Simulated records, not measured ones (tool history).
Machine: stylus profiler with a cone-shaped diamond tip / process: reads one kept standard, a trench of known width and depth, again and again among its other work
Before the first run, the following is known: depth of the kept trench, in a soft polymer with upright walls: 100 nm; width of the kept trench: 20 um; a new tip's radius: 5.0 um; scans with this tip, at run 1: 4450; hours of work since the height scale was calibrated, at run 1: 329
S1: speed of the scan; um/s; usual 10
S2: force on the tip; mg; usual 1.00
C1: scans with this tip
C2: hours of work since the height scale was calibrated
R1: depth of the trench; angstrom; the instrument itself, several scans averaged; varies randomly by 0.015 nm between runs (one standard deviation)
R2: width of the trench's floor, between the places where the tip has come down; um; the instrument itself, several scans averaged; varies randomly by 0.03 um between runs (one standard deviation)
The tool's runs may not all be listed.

run	hour	S1	S2	C1	C2	R1	R2
1	0.0	10	1.00	4450	329	1003.5	17.70
2	52.4	10	1.00	4818	356	1003.8	17.65
3	113.0	10	1.00	5244	387	1003.7	17.65
4	169.9	10	1.00	5644	417	1003.7	17.61
5	219.7	10	1.00	5993	442	1003.6	17.64
6	318.7	10	1.00	6688	494	1004.0	17.55
7	400.4	10	1.00	7262	536	1003.9	17.54
8	464.9	10	1.00	7715	570	1004.0	17.55
9	514.1	23	1.00	8061	595	1004.1	17.43
10	584.8	10	0.59	8557	632	1003.4	17.48
# hour 589.6: height scale calibrated on a step standard
11	630.9	10	0.59	8877	21	1003.9	17.50
12	723.7	10	1.00	9529	70	1005.2	17.44
13	799.3	35	0.36	10060	109	1003.3	16.98
14	883.6	24	0.47	10652	152	1003.9	17.18
# hour 954.3: height scale calibrated on a step standard, once more
# hour 965.6: new tip fitted, height scale calibrated
15	987.8	10	0.50	156	12	1002.4	17.87
16	1084.6	4	0.48	836	62	1002.0	17.90
17	1140.3	28	2.09	1227	91	1005.3	17.77
18	1212.2	29	0.36	1732	128	1002.1	17.45
19	1255.2	10	2.54	2034	150	1006.3	17.82
20	1303.4	10	2.54	2373	175	1006.5	17.81
21	1398.3	3	0.88	3039	224	1003.4	17.80
22	1462.0	20	1.62	3486	257	1005.2	17.67
23	1514.9	20	1.62	3858	285	1004.7	17.62

4 ways to go on from here, each from the tool as it stands after run 23. What would each give?
A	1594.9	4	1.00	4420	326	?	?
B	1594.9	13	1.33	4420	326	?	?
C	1594.9	3	1.37	4420	326	?	?
D	1594.9	32	1.62	4420	326	?	?

run	R1	R2
A	1004.1	17.69
B	1004.4	17.67
C	1004.7	17.72
D	1004.9	17.49
Without the tool's hidden state the same runs would have given:
run	R1	R2
A	1003.2	17.96
B	1003.4	17.94
C	1003.7	17.99
D	1003.9	17.76
